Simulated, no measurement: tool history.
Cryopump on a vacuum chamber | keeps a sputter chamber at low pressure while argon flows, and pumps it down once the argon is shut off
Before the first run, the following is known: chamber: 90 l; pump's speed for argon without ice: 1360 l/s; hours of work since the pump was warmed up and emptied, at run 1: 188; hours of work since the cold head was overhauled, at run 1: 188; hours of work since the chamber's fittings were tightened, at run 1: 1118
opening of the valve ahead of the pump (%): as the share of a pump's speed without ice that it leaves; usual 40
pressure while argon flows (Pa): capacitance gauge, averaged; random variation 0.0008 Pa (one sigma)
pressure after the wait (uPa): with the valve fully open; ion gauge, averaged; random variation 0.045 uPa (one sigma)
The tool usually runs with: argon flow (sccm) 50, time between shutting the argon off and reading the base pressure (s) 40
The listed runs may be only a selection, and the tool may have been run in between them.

run   hour  argon flow (sccm)  time between shutting the argon off and reading the base pressure (s)  opening of the valve ahead of the pump (%)  hours of work since the pump was warmed up and emptied  hours of work since the cold head was overhauled  hours of work since the chamber's fittings were tightened  pressure while argon flows (Pa)  pressure after the wait (uPa)
  1    0.0                 50                                                                     40                                          40                                                     188                                               188                                                       1118                           0.1602                           4.66
  2   28.4                 50                                                                     40                                          35                                                     202                                               202                                                       1132                           0.1813                           4.66
  3   47.2                 89                                                                     40                                          35                                                     212                                               212                                                       1141                           0.3240                           4.88
  4   77.8                 89                                                                     40                                          35                                                     227                                               227                                                       1157                           0.3249                           4.70
  5  103.2                 89                                                                     40                                          35                                                     240                                               240                                                       1170                           0.3269                           4.74
  6  131.9                 50                                                                     40                                          40                                                     254                                               254                                                       1184                           0.1632                           4.85
  7  152.6                 50                                                                     40                                          21                                                     265                                               265                                                       1195                           0.3011                           4.72
  8  180.4                 50                                                                     40                                          21                                                     279                                               279                                                       1209                           0.3030                           4.79
  9  209.5                 50                                                                     40                                          21                                                     294                                               294                                                       1223                           0.3028                           4.84
 10  237.9                 50                                                                     40                                          21                                                     308                                               308                                                       1238                           0.3023                           4.96
 11  262.3                 62                                                                    169                                          21                                                     320                                               320                                                       1250                           0.3776                           3.10
 12  281.3                 48                                                                     91                                          50                                                     330                                               330                                                       1260                           0.1267                           3.66
 13  306.9                 50                                                                     89                                          23                                                     343                                               343                                                       1273                           0.2782                           3.78
 14  321.5                 50                                                                     89                                          23                                                     350                                               350                                                       1280                           0.2780                           3.72
 15  347.3                 50                                                                     40                                          22                                                     363                                               363                                                       1293                           0.2925                           5.03
 16  365.1                 50                                                                     61                                          40                                                     372                                               372                                                       1302                           0.1652                           4.34

What will run 17 give?
 17  385.5                 50                                                                     61                                          40                                                     383                                               383                                                       1312                                ?                              ?

Run 17 yielded pressure while argon flows (Pa) 0.1639, pressure after the wait (uPa) 4.40.
Take away the tool's hidden state, keep the run-to-run variation as it was, and the same run would have given pressure while argon flows (Pa) 0.1549, pressure after the wait (uPa) 1.87.
